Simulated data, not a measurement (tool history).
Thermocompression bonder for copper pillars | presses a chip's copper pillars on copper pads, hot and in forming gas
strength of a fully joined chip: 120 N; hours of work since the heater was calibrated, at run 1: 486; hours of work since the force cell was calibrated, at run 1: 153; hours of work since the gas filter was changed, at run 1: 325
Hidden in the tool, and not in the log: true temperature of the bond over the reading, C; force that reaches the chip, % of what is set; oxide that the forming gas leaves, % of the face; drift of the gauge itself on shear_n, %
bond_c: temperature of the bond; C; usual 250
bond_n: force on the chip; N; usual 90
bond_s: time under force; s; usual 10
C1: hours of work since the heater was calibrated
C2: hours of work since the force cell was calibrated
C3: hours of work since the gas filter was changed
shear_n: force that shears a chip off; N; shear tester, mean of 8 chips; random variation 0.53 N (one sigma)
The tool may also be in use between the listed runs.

Run 1, hour 0.0: usual settings; C1 486; C2 153; C3 325. Result: shear_n 47.0 N.
Run 2, hour 9.2: usual settings; C1 491; C2 158; C3 330. Result: shear_n 46.8 N.
Run 3, hour 20.7: usual settings; C1 496; C2 163; C3 335. Result: shear_n 47.4 N.
Run 4, hour 31.2: usual settings; C1 502; C2 168; C3 340. Result: shear_n 46.8 N.
Run 5, hour 39.9: usual settings; C1 506; C2 173; C3 345. Result: shear_n 46.5 N.
Run 6, hour 45.6: usual settings; C1 509; C2 175; C3 347. Result: shear_n 46.7 N.
Run 7, hour 52.4: usual settings; C1 512; C2 179; C3 351. Result: shear_n 46.5 N.
Run 8, hour 60.9: usual settings; C1 516; C2 183; C3 355. Result: shear_n 46.7 N.
Run 9, hour 71.2: usual settings but bond_n 111 N; C1 521; C2 188; C3 360. Result: shear_n 53.7 N.
Run 10, hour 82.6: usual settings but bond_n 111 N; C1 527; C2 194; C3 365. Result: shear_n 54.2 N.
Run 11, hour 87.9: usual settings; C1 529; C2 196; C3 368. Result: shear_n 46.6 N.
Run 12, hour 99.6: usual settings; C1 535; C2 202; C3 374. Result: shear_n 46.2 N.
Run 13, hour 105.9: usual settings but bond_n 76 N; C1 538; C2 205; C3 377. Result: shear_n 41.4 N.
At hour 108.4: force cell calibrated.
Run 14, hour 118.9: usual settings but bond_n 76 N; C1 544; C2 5; C3 382. Result: shear_n 40.1 N.
Run 15, hour 124.8: usual settings but bond_n 85 N; C1 547; C2 8; C3 385. Result: shear_n 44.3 N.
At hour 132.0: force cell calibrated, once more.
Run 16, hour 133.3: usual settings but bond_n 85 N; C1 550; C2 1; C3 389. Result: shear_n 44.9 N.
Run 17, hour 142.0: usual settings but bond_n 85 N; C1 554; C2 5; C3 393. Result: shear_n 44.9 N.
Run 18, hour 148.4: usual settings but bond_n 85 N; C1 557; C2 8; C3 396. Result: shear_n 44.6 N.
Run 19, hour 154.9: usual settings but bond_n 85 N, bond_s 21 s; C1 561; C2 11; C3 399. Result: shear_n 58.0 N.
Run 20, hour 166.2: usual settings but bond_n 67 N, bond_s 21 s; C1 566; C2 17; C3 405. Result: shear_n 48.3 N.
At hour 170.5: forming gas filter changed.
Run 21, hour 171.9: usual settings but bond_n 67 N, bond_s 21 s; C1 569; C2 19; C3 1. Result: shear_n 53.9 N.
Run 22, hour 182.3: usual settings but bond_c 272 C, bond_n 92 N, bond_s 5 s; C1 574; C2 24; C3 6. Result: shear_n 56.5 N.
Run 23, hour 190.2: usual settings but bond_c 230 C, bond_n 102 N, bond_s 6 s; C1 578; C2 28; C3 10. Result: shear_n 32.0 N.
Run 24, hour 201.7: usual settings but bond_c 230 C, bond_n 102 N, bond_s 6 s; C1 583; C2 34; C3 15. Result: shear_n 31.9 N.
Run 25, hour 211.7: usual settings but bond_c 252 C; C1 588; C2 39; C3 20. Result: shear_n 53.1 N.
Run 26, hour 220.6: usual settings but bond_c 262 C, bond_n 56 N; C1 592; C2 43; C3 24. Result: shear_n 43.1 N.
Run 27, hour 225.3: usual settings but bond_c 232 C, bond_s 13 s; C1 595; C2 45; C3 27. Result: shear_n 40.7 N.
Run 28, hour 231.6: usual settings but bond_c 252 C, bond_n 81 N, bond_s 13 s; C1 598; C2 48; C3 30. Result: shear_n 53.0 N.
Run 29, hour 237.8: usual settings but bond_c 252 C, bond_n 81 N, bond_s 13 s; C1 601; C2 51; C3 33. Result: shear_n 53.5 N.
Run 30, hour 248.1: usual settings but bond_c 252 C, bond_n 61 N, bond_s 7 s; C1 606; C2 56; C3 38. Result: shear_n 34.0 N.
Run 31, hour 259.0: usual settings but bond_c 241 C, bond_n 85 N; C1 611; C2 62; C3 43. Result: shear_n 41.2 N.
Run 32, hour 270.0: usual settings but bond_c 241 C, bond_n 85 N; C1 617; C2 67; C3 49. Result: shear_n 41.7 N.
Run 33, hour 281.4: usual settings but bond_c 229 C, bond_n 81 N, bond_s 9 s; C1 622; C2 73; C3 54. Result: shear_n 29.8 N.
Run 34, hour 292.7: usual settings but bond_c 268 C, bond_n 111 N; C1 628; C2 78; C3 60. Result: shear_n 74.4 N.
Run 35, hour 299.4: usual settings but bond_c 268 C, bond_n 111 N; C1 631; C2 82; C3 63. Result: shear_n 74.8 N.
Run 36, hour 306.3: usual settings but bond_c 268 C, bond_n 111 N; C1 634; C2 85; C3 66. Result: shear_n 75.2 N.
Run 37, hour 315.7: usual settings but bond_c 243 C, bond_n 85 N; C1 639; C2 90; C3 71. Result: shear_n 42.2 N.
Run 38, hour 320.9: usual settings but bond_c 243 C, bond_n 85 N; C1 641; C2 92; C3 74. Result: shear_n 42.2 N.
Run 39, hour 325.8: usual settings but bond_c 243 C, bond_n 85 N, bond_s 15 s; C1 644; C2 95; C3 76. Result: shear_n 49.7 N.

Forecast each of these 5 alternatives for the next run:
Run A, hour 334.3: usual settings but bond_c 267 C, bond_n 69 N, bond_s 6 s; C1 648; C2 99; C3 80. Result: shear_n ?.
Run B, hour 334.3: usual settings but bond_s 28 s; C1 648; C2 99; C3 80. Result: shear_n ?.
Run C, hour 334.3: usual settings but bond_c 243 C, bond_n 85 N, bond_s 7 s; C1 648; C2 99; C3 80. Result: shear_n ?.
Run D, hour 334.3: usual settings but bond_c 243 C, bond_n 60 N, bond_s 11 s; C1 648; C2 99; C3 80. Result: shear_n ?.
Run E, hour 334.3: usual settings but bond_c 273 C, bond_n 85 N, bond_s 15 s; C1 648; C2 99; C3 80. Result: shear_n ?.

run  shear_n
  A     43.6
  B     71.3
  C     38.1
  D     34.2
  E     76.5
Without the tool's hidden state the same runs would have given:
run  shear_n
  A     41.3
  B     68.4
  C     35.7
  D     32.0
  E     74.1

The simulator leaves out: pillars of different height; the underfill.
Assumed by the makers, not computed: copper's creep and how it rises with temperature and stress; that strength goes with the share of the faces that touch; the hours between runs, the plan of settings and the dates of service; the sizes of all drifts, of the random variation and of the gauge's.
